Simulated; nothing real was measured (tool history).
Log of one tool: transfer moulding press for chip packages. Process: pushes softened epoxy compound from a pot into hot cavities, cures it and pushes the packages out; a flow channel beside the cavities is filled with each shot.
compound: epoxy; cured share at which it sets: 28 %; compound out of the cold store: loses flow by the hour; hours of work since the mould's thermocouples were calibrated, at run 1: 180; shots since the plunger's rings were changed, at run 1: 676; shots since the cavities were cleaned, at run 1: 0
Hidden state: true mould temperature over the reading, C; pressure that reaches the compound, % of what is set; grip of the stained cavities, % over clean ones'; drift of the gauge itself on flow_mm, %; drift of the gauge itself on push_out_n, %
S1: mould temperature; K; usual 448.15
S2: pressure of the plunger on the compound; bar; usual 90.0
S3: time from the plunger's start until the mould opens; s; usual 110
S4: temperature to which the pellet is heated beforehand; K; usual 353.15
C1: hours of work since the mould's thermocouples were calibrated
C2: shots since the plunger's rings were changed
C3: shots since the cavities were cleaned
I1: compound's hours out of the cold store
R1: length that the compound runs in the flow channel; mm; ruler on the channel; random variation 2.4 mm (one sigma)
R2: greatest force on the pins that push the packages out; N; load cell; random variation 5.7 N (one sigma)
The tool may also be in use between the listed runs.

Run 1, hour 0.0: usual settings; C1 180; C2 676; C3 0; I1 36.2. Result: R1 767 mm, R2 203 N.
Run 2, hour 23.2: usual settings; C1 195; C2 910; C3 234; I1 14.7. Result: R1 890 mm, R2 213 N.
Run 3, hour 35.4: usual settings; C1 203; C2 1034; C3 358; I1 23.2. Result: R1 848 mm, R2 213 N.
Run 4, hour 62.3: usual settings; C1 221; C2 1305; C3 629; I1 38.3. Result: R1 753 mm, R2 209 N.
Run 5, hour 74.6: usual settings but S3 109 s; C1 229; C2 1429; C3 753; I1 22.8. Result: R1 839 mm, R2 223 N.
At hour 85.1: cavities cleaned with cleaning compound and waxed.
Run 6, hour 91.9: usual settings but S3 109 s; C1 239; C2 1589; C3 69; I1 12.0. Result: R1 911 mm, R2 212 N.
Run 7, hour 119.6: usual settings but S3 109 s; C1 258; C2 1868; C3 348; I1 42.6. Result: R1 730 mm, R2 209 N.
Run 8, hour 146.2: usual settings; C1 275; C2 2137; C3 617; I1 24.2. Result: R1 835 mm, R2 208 N.
At hour 170.4: cavities cleaned with cleaning compound and waxed.
Run 9, hour 174.9: usual settings; C1 293; C2 2411; C3 45; I1 28.4. Result: R1 808 mm, R2 196 N.
Run 10, hour 203.8: usual settings; C1 312; C2 2703; C3 337; I1 34.7. Result: R1 772 mm, R2 216 N.
Run 11, hour 216.2: usual settings; C1 320; C2 2829; C3 463; I1 43.4. Result: R1 727 mm, R2 196 N.
Run 12, hour 228.6: usual settings; C1 328; C2 2954; C3 588; I1 45.7. Result: R1 713 mm, R2 213 N.
Run 13, hour 248.7: usual settings but S3 128 s; C1 341; C2 3157; C3 791; I1 12.2. Result: R1 914 mm, R2 178 N.
At hour 257.1: cavities cleaned with cleaning compound and waxed.
Run 14, hour 270.8: usual settings but S3 128 s; C1 355; C2 3365; C3 138; I1 39.4. Result: R1 746 mm, R2 181 N.
Run 15, hour 283.4: usual settings but S3 128 s; C1 363; C2 3492; C3 265; I1 36.7. Result: R1 759 mm, R2 185 N.
Run 16, hour 303.7: usual settings but S3 128 s; C1 377; C2 3697; C3 470; I1 37.7. Result: R1 754 mm, R2 172 N.
Run 17, hour 329.4: usual settings but S3 128 s; C1 393; C2 3956; C3 729; I1 13.7. Result: R1 899 mm, R2 181 N.
At hour 343.0: cavities cleaned with cleaning compound and waxed.
Run 18, hour 352.4: usual settings but S2 98.6 bar, S3 128 s; C1 408; C2 4174; C3 95; I1 9.0. Result: R1 975 mm, R2 181 N.
Run 19, hour 380.7: usual settings but S1 444.15 K, S3 95 s; C1 426; C2 4460; C3 381; I1 14.0. Result: R1 911 mm, R2 379 N.
Run 20, hour 394.4: usual settings but S1 444.15 K, S3 95 s; C1 435; C2 4598; C3 519; I1 10.0. Result: R1 932 mm, R2 400 N.
At hour 413.0: plunger's sealing rings changed.
Run 21, hour 424.5: usual settings but S3 115 s, S4 356.15 K; C1 453; C2 115; C3 797; I1 36.3. Result: R1 767 mm, R2 190 N.
At hour 429.9: cavities cleaned with cleaning compound and waxed.
Run 22, hour 446.2: usual settings but S3 123 s, S4 348.15 K; C1 467; C2 320; C3 165; I1 12.2. Result: R1 908 mm, R2 188 N.
Run 23, hour 464.7: usual settings but S1 442.15 K, S2 74.6 bar, S3 123 s; C1 479; C2 506; C3 351; I1 13.2. Result: R1 834 mm, R2 246 N.
Run 24, hour 483.3: usual settings but S1 454.15 K; C1 491; C2 694; C3 539; I1 24.1. Result: R1 823 mm, R2 185 N.
Run 25, hour 512.0: usual settings but S1 447.15 K, S3 103 s, S4 350.15 K; C1 510; C2 984; C3 829; I1 43.7. Result: R1 728 mm, R2 237 N.
At hour 515.2: cavities cleaned with cleaning compound and waxed.
Run 26, hour 542.7: usual settings but S1 447.15 K, S3 103 s, S4 350.15 K; C1 529; C2 1279; C3 278; I1 32.1. Result: R1 791 mm, R2 237 N.
Run 27, hour 563.8: usual settings but S1 447.15 K, S3 103 s, S4 350.15 K; C1 543; C2 1492; C3 491; I1 45.7. Result: R1 715 mm, R2 243 N.
Run 28, hour 579.8: usual settings but S3 106 s, S4 346.15 K; C1 553; C2 1653; C3 652; I1 37.3. Result: R1 755 mm, R2 217 N.
At hour 593.8: mould's thermocouples calibrated.
Run 29, hour 599.5: usual settings but S3 106 s, S4 349.15 K; C1 4; C2 1832; C3 831; I1 38.5. Result: R1 754 mm, R2 214 N.

Hidden state at the last listed run before each entry between runs and at the first one after, where it differs:
Between runs 5 and 6: cavities cleaned with cleaning compound and waxed (hour 85.1)
  pressure that reaches the compound, % of what is set: 99.91 -> 99.9; grip of the stained cavities, % over clean ones': 1.9 -> 0.3
Between runs 8 and 9: cavities cleaned with cleaning compound and waxed (hour 170.4)
  pressure that reaches the compound, % of what is set: 99.87 -> 99.85; grip of the stained cavities, % over clean ones': 1.7 -> 0.3
Between runs 13 and 14: cavities cleaned with cleaning compound and waxed (hour 257.1)
  pressure that reaches the compound, % of what is set: 99.81 -> 99.8; grip of the stained cavities, % over clean ones': 2 -> 0.6
Between runs 17 and 18: cavities cleaned with cleaning compound and waxed (hour 343.0)
  pressure that reaches the compound, % of what is set: 99.76 -> 99.75; grip of the stained cavities, % over clean ones': 1.9 -> 0.5
Between runs 20 and 21: plunger's sealing rings changed (hour 413.0)
  pressure that reaches the compound, % of what is set: 99.73 -> 99.99; grip of the stained cavities, % over clean ones': 1.6 -> 2
Between runs 21 and 22: cavities cleaned with cleaning compound and waxed (hour 429.9)
  pressure that reaches the compound, % of what is set: 99.99 -> 99.98; grip of the stained cavities, % over clean ones': 2 -> 0.7
Between runs 25 and 26: cavities cleaned with cleaning compound and waxed (hour 515.2)
  pressure that reaches the compound, % of what is set: 99.94 -> 99.92; grip of the stained cavities, % over clean ones': 2 -> 1
Between runs 28 and 29: mould's thermocouples calibrated (hour 593.8)
  true mould temperature over the reading, C: 0.02 -> 0; pressure that reaches the compound, % of what is set: 99.9 -> 99.89; grip of the stained cavities, % over clean ones': 1.8 -> 2
